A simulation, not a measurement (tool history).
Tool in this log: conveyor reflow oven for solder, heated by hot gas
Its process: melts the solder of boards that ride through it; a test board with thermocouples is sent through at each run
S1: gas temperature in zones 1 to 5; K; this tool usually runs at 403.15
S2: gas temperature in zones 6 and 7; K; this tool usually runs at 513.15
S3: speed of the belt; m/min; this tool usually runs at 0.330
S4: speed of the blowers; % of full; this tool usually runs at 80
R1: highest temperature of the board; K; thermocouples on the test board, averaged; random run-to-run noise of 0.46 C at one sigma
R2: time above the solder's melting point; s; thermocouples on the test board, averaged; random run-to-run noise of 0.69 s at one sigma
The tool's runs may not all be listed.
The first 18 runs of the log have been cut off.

Run 19, hour 242.0: usual settings but S1 389.15 K, S2 525.15 K, S3 0.358 m/min. Result: R1 497.95 K, R2 72.6 s.
Run 20, hour 256.9: usual settings but S1 389.15 K, S2 525.15 K, S3 0.358 m/min. Result: R1 498.65 K, R2 73.2 s.
Run 21, hour 271.1: usual settings but S1 413.15 K, S2 525.15 K, S3 0.265 m/min. Result: R1 513.35 K, R2 125.3 s.
Run 22, hour 283.9: usual settings but S1 413.15 K, S2 525.15 K, S3 0.265 m/min. Result: R1 513.85 K, R2 126.2 s.
Run 23, hour 298.4: usual settings but S1 413.15 K, S2 525.15 K, S3 0.265 m/min, S4 83 % of full. Result: R1 513.65 K, R2 126.4 s.
Run 24, hour 306.2: usual settings but S1 407.15 K, S2 503.15 K, S3 0.358 m/min, S4 50 % of full. Result: R1 472.35 K, R2 42.0 s.
Run 25, hour 319.3: usual settings but S1 404.15 K. Result: R1 494.55 K, R2 82.5 s.
Run 26, hour 331.3: usual settings but S1 398.15 K, S4 77 % of full. Result: R1 492.15 K, R2 78.8 s.
Run 27, hour 345.3: usual settings but S4 65 % of full. Result: R1 488.85 K, R2 75.4 s.
Run 28, hour 352.7: usual settings but S4 65 % of full. Result: R1 489.05 K, R2 75.1 s.
Run 29, hour 367.5: usual settings but S4 57 % of full. Result: R1 486.25 K, R2 69.4 s.
Run 30, hour 375.1: usual settings but S1 414.15 K, S2 511.15 K, S3 0.321 m/min. Result: R1 496.25 K, R2 90.0 s.

Predict each of these 3 candidate next runs independently; none follows another, all start after run 30:
Run A, hour 382.8: usual settings but S1 389.15 K, S3 0.289 m/min, S4 78 % of full. Result: R1 ?, R2 ?.
Run B, hour 382.8: usual settings but S2 502.15 K, S4 78 % of full. Result: R1 ?, R2 ?.
Run C, hour 382.8: usual settings but S1 389.15 K, S2 511.15 K, S3 0.321 m/min. Result: R1 ?, R2 ?.

run      R1    R2
  A  495.95  89.9
  B  484.45  70.8
  C  491.95  75.4
Stripped of hidden state, with their random variation kept, the same runs would have yielded:
run      R1    R2
  A  496.05  90.0
  B  484.55  70.9
  C  492.05  75.5
